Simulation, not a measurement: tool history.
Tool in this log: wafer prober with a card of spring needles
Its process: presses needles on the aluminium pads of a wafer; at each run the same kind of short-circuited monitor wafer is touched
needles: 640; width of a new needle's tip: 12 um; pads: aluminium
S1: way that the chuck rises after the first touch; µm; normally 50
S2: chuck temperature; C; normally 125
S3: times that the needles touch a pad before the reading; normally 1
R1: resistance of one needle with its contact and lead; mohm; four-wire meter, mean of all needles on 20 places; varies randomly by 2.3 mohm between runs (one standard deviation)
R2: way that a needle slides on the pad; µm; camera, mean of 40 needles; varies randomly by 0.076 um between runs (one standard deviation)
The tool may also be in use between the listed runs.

Run 1, day 0: usual settings. Result: R1 416 mohm, R2 10.28 µm.
At day 0.342: tips cleaned on abrasive film.
At day 1.088: tips cleaned on abrasive film.
Run 2, day 1.154: usual settings but S1 45 µm. Result: R1 356 mohm, R2 9.21 µm.
Run 3, day 1.75: usual settings. Result: R1 433 mohm, R2 10.26 µm.
At day 1.854: tips cleaned on abrasive film.
At day 2.621: tips cleaned on abrasive film.
Run 4, day 2.904: usual settings but S3 3. Result: R1 316 mohm, R2 10.22 µm.
At day 3.421: tips cleaned on abrasive film.
Run 5, day 3.621: usual settings. Result: R1 397 mohm, R2 10.35 µm.
At day 4.167: tips cleaned on abrasive film.
Run 6, day 4.617: usual settings. Result: R1 427 mohm, R2 10.22 µm.
At day 4.938: tips cleaned on abrasive film.
At day 5.333: height of the first contact set anew.
At day 5.725: tips cleaned on abrasive film.
Run 7, day 5.729: usual settings. Result: R1 286 mohm, R2 9.85 µm.
At day 6.504: tips cleaned on abrasive film.
Run 8, day 6.812: usual settings. Result: R1 423 mohm, R2 9.85 µm.
At day 7.258: tips cleaned on abrasive film.
Run 9, day 7.892: usual settings. Result: R1 449 mohm, R2 9.86 µm.
At day 8.096: tips cleaned on abrasive film.
At day 8.85: tips cleaned on abrasive film.
Run 10, day 9.104: usual settings. Result: R1 425 mohm, R2 9.85 µm.
At day 9.617: tips cleaned on abrasive film.
Run 11, day 10.012: usual settings but S2 43 C. Result: R1 445 mohm, R2 9.72 µm.
At day 10.425: tips cleaned on abrasive film.
Run 12, day 10.833: usual settings. Result: R1 446 mohm, R2 9.84 µm.
At day 11.262: height of the first contact set anew, once more.
At day 11.267: tips cleaned on abrasive film.
Run 13, day 11.733: usual settings but S3 2. Result: R1 358 mohm, R2 10.58 µm.
At day 12.092: tips cleaned on abrasive film.
Run 14, day 12.467: usual settings but S3 3. Result: R1 324 mohm, R2 10.62 µm.
At day 12.871: tips cleaned on abrasive film.
Run 15, day 13.229: usual settings but S3 3. Result: R1 319 mohm, R2 10.64 µm.
At day 13.671: tips cleaned on abrasive film.
Run 16, day 14.346: usual settings but S3 2. Result: R1 365 mohm, R2 10.6 µm.
At day 14.45: tips cleaned on abrasive film.
At day 15.271: tips cleaned on abrasive film.
Run 17, day 15.592: usual settings but S1 42 µm, S2 38 C, S3 2. Result: R1 392 mohm, R2 9.02 µm.
At day 16.038: tips cleaned on abrasive film.
Run 18, day 16.254: usual settings but S3 2. Result: R1 346 mohm, R2 10.49 µm.

Run 19 comes next. What will it give?
At day 16.788: tips cleaned on abrasive film.
Run 19, day 17.354: usual settings but S1 41 µm, S3 2. Result: R1 ?, R2 ?.

{"run 19": {"R1": 417, "R2": 8.57}}
Without the tool's hidden state the same run would have given R1 263 mohm, R2 8.75 µm.

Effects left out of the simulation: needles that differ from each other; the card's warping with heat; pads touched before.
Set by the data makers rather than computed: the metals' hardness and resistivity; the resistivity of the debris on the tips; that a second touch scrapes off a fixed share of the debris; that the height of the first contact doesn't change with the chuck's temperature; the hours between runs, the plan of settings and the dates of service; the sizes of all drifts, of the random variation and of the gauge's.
